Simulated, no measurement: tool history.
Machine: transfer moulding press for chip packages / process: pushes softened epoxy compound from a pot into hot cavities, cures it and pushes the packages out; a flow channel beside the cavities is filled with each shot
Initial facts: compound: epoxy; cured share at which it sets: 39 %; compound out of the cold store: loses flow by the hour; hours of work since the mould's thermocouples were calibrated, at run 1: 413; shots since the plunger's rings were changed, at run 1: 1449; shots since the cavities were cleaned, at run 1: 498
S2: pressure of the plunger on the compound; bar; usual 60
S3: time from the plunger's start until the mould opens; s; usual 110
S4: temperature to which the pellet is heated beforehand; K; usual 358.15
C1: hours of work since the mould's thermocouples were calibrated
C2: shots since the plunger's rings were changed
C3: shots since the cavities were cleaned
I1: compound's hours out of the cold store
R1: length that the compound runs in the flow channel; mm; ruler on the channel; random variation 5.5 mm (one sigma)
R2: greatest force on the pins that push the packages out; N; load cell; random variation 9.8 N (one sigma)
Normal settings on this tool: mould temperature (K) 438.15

run 1 hour=0 | mould_temperature_(K)=438.15 S2=60 S3=110 S4=358.15 | C1=413 C2=1449 C3=498 | I1=30.5 | R1=583 R2=453
run 2 hour=27.5 | mould_temperature_(K)=438.15 S2=60 S3=110 S4=358.15 | C1=424 C2=1647 C3=696 | I1=44.4 | R1=556 R2=452
run 3 hour=50.2 | mould_temperature_(K)=438.15 S2=60 S3=110 S4=358.15 | C1=434 C2=1810 C3=859 | I1=11.2 | R1=619 R2=471
-- hour=77.3 cavities cleaned with cleaning compound and waxed
run 4 hour=77.3 | mould_temperature_(K)=438.15 S2=60 S3=110 S4=358.15 | C1=445 C2=1995 C3=0 | I1=41 | R1=560 R2=433
run 5 hour=89.6 | mould_temperature_(K)=438.15 S2=60 S3=110 S4=358.15 | C1=450 C2=2084 C3=89 | I1=23 | R1=602 R2=443
run 6 hour=104.5 | mould_temperature_(K)=438.15 S2=60 S3=110 S4=358.15 | C1=456 C2=2191 C3=196 | I1=12.1 | R1=621 R2=490
run 7 hour=128.1 | mould_temperature_(K)=438.15 S2=60 S3=110 S4=358.15 | C1=466 C2=2361 C3=366 | I1=22.9 | R1=599 R2=456
run 8 hour=155.5 | mould_temperature_(K)=438.15 S2=60 S3=110 S4=358.15 | C1=477 C2=2559 C3=564 | I1=18.2 | R1=618 R2=462
run 9 hour=182.1 | mould_temperature_(K)=438.15 S2=60 S3=110 S4=358.15 | C1=488 C2=2751 C3=756 | I1=32.1 | R1=582 R2=451
run 10 hour=202.5 | mould_temperature_(K)=438.15 S2=60 S3=110 S4=358.15 | C1=497 C2=2898 C3=903 | I1=32.3 | R1=585 R2=457
run 11 hour=220 | mould_temperature_(K)=438.15 S2=60 S3=110 S4=358.15 | C1=504 C2=3024 C3=1029 | I1=45.8 | R1=559 R2=457
-- hour=224 cavities cleaned with cleaning compound and waxed
run 12 hour=249.3 | mould_temperature_(K)=438.15 S2=60 S3=110 S4=358.15 | C1=516 C2=3224 C3=182 | I1=44.6 | R1=553 R2=435
run 13 hour=275.8 | mould_temperature_(K)=438.15 S2=60 S3=110 S4=358.15 | C1=527 C2=3415 C3=373 | I1=34.4 | R1=575 R2=464
run 14 hour=300.8 | mould_temperature_(K)=438.15 S2=59.1 S3=143 S4=358.15 | C1=537 C2=3596 C3=554 | I1=11.2 | R1=622 R2=366
run 15 hour=318 | mould_temperature_(K)=438.15 S2=53.8 S3=143 S4=361.15 | C1=545 C2=3720 C3=678 | I1=18.5 | R1=577 R2=372
run 16 hour=344.9 | mould_temperature_(K)=438.15 S2=51.1 S3=110 S4=363.15 | C1=556 C2=3914 C3=872 | I1=29.5 | R1=535 R2=453
run 17 hour=367.7 | mould_temperature_(K)=433.15 S2=51.1 S3=110 S4=362.15 | C1=565 C2=4078 C3=1036 | I1=19.9 | R1=568 R2=692
-- hour=370.9 cavities cleaned with cleaning compound and waxed
run 18 hour=389.7 | mould_temperature_(K)=438.15 S2=60 S3=143 S4=362.15 | C1=574 C2=4226 C3=135 | I1=46 | R1=552 R2=381
run 19 hour=404.1 | mould_temperature_(K)=430.15 S2=46.4 S3=110 S4=365.15 | C1=580 C2=4330 C3=239 | I1=11.3 | R1=569 R2=830
run 20 hour=421 | mould_temperature_(K)=436.15 S2=60 S3=110 S4=358.15 | C1=587 C2=4452 C3=361 | I1=35 | R1=570 R2=526
run 21 hour=443.1 | mould_temperature_(K)=436.15 S2=60 S3=110 S4=358.15 | C1=596 C2=4611 C3=520 | I1=40.8 | R1=572 R2=487
run 22 hour=457.6 | mould_temperature_(K)=438.15 S2=46.3 S3=96 S4=364.15 | C1=602 C2=4716 C3=625 | I1=15.8 | R1=550 R2=562
run 23 hour=484.2 | mould_temperature_(K)=438.15 S2=46.3 S3=96 S4=364.15 | C1=614 C2=4908 C3=817 | I1=33.3 | R1=507 R2=562
run 24 hour=504.7 | mould_temperature_(K)=438.15 S2=46.3 S3=123 S4=365.15 | C1=622 C2=5055 C3=964 | I1=19.4 | R1=529 R2=413
-- hour=516.6 cavities cleaned with cleaning compound and waxed
run 25 hour=529.3 | mould_temperature_(K)=437.15 S2=46.6 S3=110 S4=358.15 | C1=632 C2=5222 C3=92 | I1=17.7 | R1=538 R2=504
run 26 hour=551.2 | mould_temperature_(K)=444.15 S2=60 S3=110 S4=358.15 | C1=641 C2=5380 C3=250 | I1=39.5 | R1=546 R2=387

4 ways to go on from here, each from the tool as it stands after run 26. What would each give?
run A hour=564.8 | mould_temperature_(K)=438.15 S2=60 S3=102 S4=353.15 | C1=647 C2=5478 C3=348 | I1=20.7 | R1=? R2=?
run B hour=564.8 | mould_temperature_(K)=438.15 S2=45.6 S3=92 S4=353.15 | C1=647 C2=5478 C3=348 | I1=44.3 | R1=? R2=?
run C hour=564.8 | mould_temperature_(K)=442.15 S2=60 S3=140 S4=353.15 | C1=647 C2=5478 C3=348 | I1=20.2 | R1=? R2=?
run D hour=564.8 | mould_temperature_(K)=433.15 S2=60 S3=110 S4=352.15 | C1=647 C2=5478 C3=348 | I1=13.8 | R1=? R2=?

run=A R1=606 R2=537
run=B R1=468 R2=597
run=C R1=597 R2=373
run=D R1=633 R2=670
With no hidden state in the tool, these same runs would have given:
run=A R1=607 R2=532
run=B R1=469 R2=592
run=C R1=598 R2=370
run=D R1=634 R2=663
